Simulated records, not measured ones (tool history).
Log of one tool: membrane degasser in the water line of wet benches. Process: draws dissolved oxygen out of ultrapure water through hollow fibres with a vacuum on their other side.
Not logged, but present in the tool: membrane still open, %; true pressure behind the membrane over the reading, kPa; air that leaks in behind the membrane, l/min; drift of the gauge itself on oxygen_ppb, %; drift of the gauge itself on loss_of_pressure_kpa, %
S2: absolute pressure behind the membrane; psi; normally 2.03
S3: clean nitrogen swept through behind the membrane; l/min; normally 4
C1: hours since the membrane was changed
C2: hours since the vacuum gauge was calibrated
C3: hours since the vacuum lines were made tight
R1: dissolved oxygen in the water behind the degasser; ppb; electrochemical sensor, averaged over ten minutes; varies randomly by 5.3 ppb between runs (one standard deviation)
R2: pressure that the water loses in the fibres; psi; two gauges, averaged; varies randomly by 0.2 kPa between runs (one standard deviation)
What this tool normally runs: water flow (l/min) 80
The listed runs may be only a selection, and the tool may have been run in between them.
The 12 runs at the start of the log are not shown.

{"run": 13, "hour": 735.0, "water flow (l/min)": 80, "S2": 2.71, "S3": 4, "C1": 2453, "C2": 993, "C3": 2674, "R1": 723.4, "R2": 6.472}
{"run": 14, "hour": 810.0, "water flow (l/min)": 80, "S2": 2.71, "S3": 4, "C1": 2528, "C2": 1068, "C3": 2748, "R1": 706.5, "R2": 6.408}
{"run": 15, "hour": 854.3, "water flow (l/min)": 80, "S2": 2.71, "S3": 4, "C1": 2572, "C2": 1112, "C3": 2793, "R1": 715.7, "R2": 6.463}
{"run": 16, "hour": 933.1, "water flow (l/min)": 80, "S2": 1.74, "S3": 4, "C1": 2651, "C2": 1191, "C3": 2872, "R1": 453.9, "R2": 6.467}
{"run": 17, "hour": 970.6, "water flow (l/min)": 80, "S2": 1.74, "S3": 4, "C1": 2689, "C2": 1229, "C3": 2909, "R1": 451.3, "R2": 6.415}
{"hour": 995.9, "done": "gauge calibrated"}
{"run": 18, "hour": 1019.3, "water flow (l/min)": 91, "S2": 4, "S3": 7.09, "C1": 2737, "C2": 1278, "C3": 2958, "R1": 781.9, "R2": 7.464}
{"run": 19, "hour": 1100.1, "water flow (l/min)": 91, "S2": 4, "S3": 7.09, "C1": 2818, "C2": 1358, "C3": 3039, "R1": 775.9, "R2": 7.471}
{"run": 20, "hour": 1149.3, "water flow (l/min)": 91, "S2": 4, "S3": 7.09, "C1": 2867, "C2": 1407, "C3": 3088, "R1": 767.7, "R2": 7.406}
{"run": 21, "hour": 1205.2, "water flow (l/min)": 91, "S2": 4, "S3": 7.09, "C1": 2923, "C2": 1463, "C3": 3144, "R1": 765.1, "R2": 7.413}
{"run": 22, "hour": 1278.4, "water flow (l/min)": 63, "S2": 2.13, "S3": 4, "C1": 2996, "C2": 1537, "C3": 3217, "R1": 424.1, "R2": 5.134}
{"run": 23, "hour": 1361.0, "water flow (l/min)": 55, "S2": 1.25, "S3": 1.82, "C1": 3079, "C2": 1619, "C3": 3299, "R1": 351, "R2": 4.44}
{"run": 24, "hour": 1435.2, "water flow (l/min)": 55, "S2": 2.44, "S3": 1.87, "C1": 3153, "C2": 1693, "C3": 3374, "R1": 806.6, "R2": 4.47}
{"run": 25, "hour": 1501.0, "water flow (l/min)": 117, "S2": 2.03, "S3": 3.04, "C1": 3219, "C2": 1759, "C3": 3439, "R1": 970.8, "R2": 9.481}
{"run": 26, "hour": 1555.9, "water flow (l/min)": 80, "S2": 2.03, "S3": 1.86, "C1": 3274, "C2": 1814, "C3": 3494, "R1": 906.8, "R2": 6.488}
{"run": 27, "hour": 1597.5, "water flow (l/min)": 80, "S2": 2.03, "S3": 1.86, "C1": 3315, "C2": 1856, "C3": 3536, "R1": 907.1, "R2": 6.477}
{"run": 28, "hour": 1635.9, "water flow (l/min)": 80, "S2": 4.29, "S3": 1.86, "C1": 3354, "C2": 1894, "C3": 3574, "R1": 1880.4, "R2": 6.485}
{"run": 29, "hour": 1715.7, "water flow (l/min)": 80, "S2": 4.29, "S3": 1.86, "C1": 3434, "C2": 1974, "C3": 3654, "R1": 1888.8, "R2": 6.418}
{"run": 30, "hour": 1769.4, "water flow (l/min)": 80, "S2": 4.29, "S3": 1.86, "C1": 3487, "C2": 2028, "C3": 3708, "R1": 1877.4, "R2": 6.473}

Run 31 is up next; what results do you expect?
{"run": 31, "hour": 1811.5, "water flow (l/min)": 107, "S2": 2.03, "S3": 11.61, "C1": 3530, "C2": 2070, "C3": 3750, "R1": "?", "R2": "?"}

R1: 402.1 ppb
R2: 8.553 psi
On a tool with no hidden condition, and with the same random variation, this run would have come out at R1 401.9 ppb, R2 8.749 psi.
